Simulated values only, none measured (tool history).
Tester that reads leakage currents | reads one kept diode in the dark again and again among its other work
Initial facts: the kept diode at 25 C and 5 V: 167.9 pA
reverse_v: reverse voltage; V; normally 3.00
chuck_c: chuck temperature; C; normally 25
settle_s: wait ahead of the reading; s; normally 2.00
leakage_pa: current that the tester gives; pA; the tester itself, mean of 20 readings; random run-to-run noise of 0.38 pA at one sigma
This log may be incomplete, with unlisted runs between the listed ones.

run	hour	reverse_v	chuck_c	settle_s	leakage_pa
1	0.0	3.00	25	2.00	122.80
2	117.2	3.00	25	2.00	120.43
3	321.0	3.00	25	2.00	118.46
# hour 515.8: chuck's temperature calibrated
4	574.7	3.00	25	2.00	112.01
5	701.3	3.00	25	2.00	110.51
# hour 916.1: chuck's temperature calibrated, once more
6	947.1	3.00	25	2.00	127.99
7	1115.0	3.00	25	2.00	125.62
8	1283.7	3.00	25	2.00	122.39
9	1423.5	3.00	34	2.00	227.36
10	1533.7	8.31	34	2.00	398.37
# hour 1663.6: chuck's temperature calibrated
11	1681.1	8.31	34	2.00	425.83
# hour 1728.4: probe card cleaned and baked
12	1835.7	8.31	34	2.00	406.66
# hour 1937.1: tester calibrated
13	2061.4	8.31	34	2.00	403.72
14	2185.7	16.22	25	2.00	305.48
15	2295.4	16.22	39	2.00	804.65
# hour 2410.6: chuck's temperature calibrated
16	2524.7	16.22	39	2.00	878.76
17	2771.8	16.22	39	2.00	853.90
18	3014.3	16.22	39	2.00	831.86
# hour 3158.8: chuck's temperature calibrated
19	3202.7	3.00	44	2.00	475.60
20	3369.3	15.47	27	1.57	365.17
21	3591.7	1.64	59	2.00	828.24
22	3712.0	1.64	59	2.00	822.48
# hour 3883.0: probe card cleaned and baked
# hour 3908.0: chuck's temperature calibrated
23	3962.9	1.64	59	2.00	842.78
24	4087.4	8.56	30	3.84	309.01
25	4258.8	12.02	49	2.00	1323.89
26	4372.3	1.39	25	0.54	76.61
27	4531.2	1.39	25	0.54	74.57
# hour 4649.7: chuck's temperature calibrated
28	4692.6	1.39	25	0.54	82.34

The next listed run, before its measurement:
29	4932.5	6.44	25	0.30	?

{"run 29": {"leakage_pa": 190.78}}
Minus the tool's unlogged condition, the same run would have read leakage_pa 197.66 pA.
